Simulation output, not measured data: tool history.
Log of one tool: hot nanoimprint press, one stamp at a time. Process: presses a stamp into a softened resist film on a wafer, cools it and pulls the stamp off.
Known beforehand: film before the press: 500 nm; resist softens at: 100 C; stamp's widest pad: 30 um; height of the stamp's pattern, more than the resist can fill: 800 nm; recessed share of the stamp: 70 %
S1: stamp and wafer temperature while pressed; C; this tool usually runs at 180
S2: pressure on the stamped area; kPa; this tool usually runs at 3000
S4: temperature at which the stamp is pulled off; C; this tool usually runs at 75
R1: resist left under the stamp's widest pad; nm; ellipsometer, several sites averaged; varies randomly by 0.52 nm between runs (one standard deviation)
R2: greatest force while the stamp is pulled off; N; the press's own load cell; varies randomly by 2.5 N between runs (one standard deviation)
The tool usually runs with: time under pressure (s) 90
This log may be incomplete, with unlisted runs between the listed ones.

Run 1, day 0.000: usual settings. Result: R1 273.1 nm, R2 163 N.
Run 2, day 0.658: usual settings. Result: R1 272.3 nm, R2 161 N.
Run 3, day 1.488: usual settings. Result: R1 273.2 nm, R2 171 N.
Run 4, day 2.517: usual settings but S2 4780 kPa. Result: R1 228.7 nm, R2 164 N.
Run 5, day 3.412: usual settings but time under pressure (s) 75. Result: R1 290.6 nm, R2 173 N.
Run 6, day 4.450: usual settings but time under pressure (s) 75. Result: R1 289.3 nm, R2 170 N.
Run 7, day 5.662: usual settings. Result: R1 272.1 nm, R2 172 N.
Run 8, day 6.438: usual settings. Result: R1 272.2 nm, R2 176 N.
Run 9, day 7.171: usual settings. Result: R1 271.4 nm, R2 177 N.
Run 10, day 7.879: usual settings but S1 172 C. Result: R1 324.9 nm, R2 176 N.
Run 11, day 8.858: usual settings but S1 172 C. Result: R1 324.4 nm, R2 179 N.
Run 12, day 9.883: usual settings but S1 173 C, S2 4780 kPa, time under pressure (s) 160, S4 77 C. Result: R1 221.0 nm, R2 181 N.
Run 13, day 10.867: usual settings but S2 3600 kPa, time under pressure (s) 137. Result: R1 215.8 nm, R2 180 N.
Run 14, day 11.971: usual settings but S1 187 C. Result: R1 229.9 nm, R2 185 N.
At day 12.488: plate thermocouple calibrated.
Run 15, day 13.304: usual settings but S1 187 C. Result: R1 234.4 nm, R2 194 N.
Run 16, day 14.517: usual settings but S1 192 C, S2 4280 kPa, time under pressure (s) 53, S4 62 C. Result: R1 222.7 nm, R2 230 N.
Run 17, day 15.462: usual settings but S1 174 C, S4 80 C. Result: R1 316.0 nm, R2 189 N.
Run 18, day 16.446: usual settings but S2 2190 kPa, S4 78 C. Result: R1 306.3 nm, R2 191 N.
Run 19, day 17.442: usual settings but S1 169 C, S2 3880 kPa, time under pressure (s) 114, S4 82 C. Result: R1 305.0 nm, R2 180 N.
Run 20, day 18.612: usual settings but S1 169 C, S2 3880 kPa, time under pressure (s) 114, S4 80 C. Result: R1 303.5 nm, R2 190 N.
Run 21, day 19.254: usual settings but S1 169 C, S2 3880 kPa, time under pressure (s) 114, S4 80 C. Result: R1 305.9 nm, R2 199 N.
Run 22, day 20.288: usual settings but S1 173 C, S2 3390 kPa, time under pressure (s) 170. Result: R1 250.0 nm, R2 216 N.

Each row is a separate what-if for the run after 22, all from the same tool condition, not one after another. Results?
At day 20.638: stamp cleaned and given a new release coat.
Run A, day 21.412: usual settings but S1 190 C, S2 3390 kPa, time under pressure (s) 51. Result: R1 ?, R2 ?.
At day 20.638: stamp cleaned and given a new release coat.
Run B, day 21.412: usual settings but S2 4640 kPa, time under pressure (s) 137. Result: R1 ?, R2 ?.
At day 20.638: stamp cleaned and given a new release coat.
Run C, day 21.412: usual settings but S1 192 C, S2 3390 kPa, time under pressure (s) 54, S4 79 C. Result: R1 ?, R2 ?.
At day 20.638: stamp cleaned and given a new release coat.
Run D, day 21.412: usual settings but S1 174 C, S2 3870 kPa, S4 79 C. Result: R1 ?, R2 ?.

run     R1   R2
  A  257.4  113
  B  197.8  112
  C  241.8  110
  D  291.2  106
The same runs, with their run-to-run variation unchanged, on a tool lacking any hidden condition would have given:
run     R1   R2
  A  256.6  112
  B  196.5  111
  C  240.9  109
  D  290.3  105

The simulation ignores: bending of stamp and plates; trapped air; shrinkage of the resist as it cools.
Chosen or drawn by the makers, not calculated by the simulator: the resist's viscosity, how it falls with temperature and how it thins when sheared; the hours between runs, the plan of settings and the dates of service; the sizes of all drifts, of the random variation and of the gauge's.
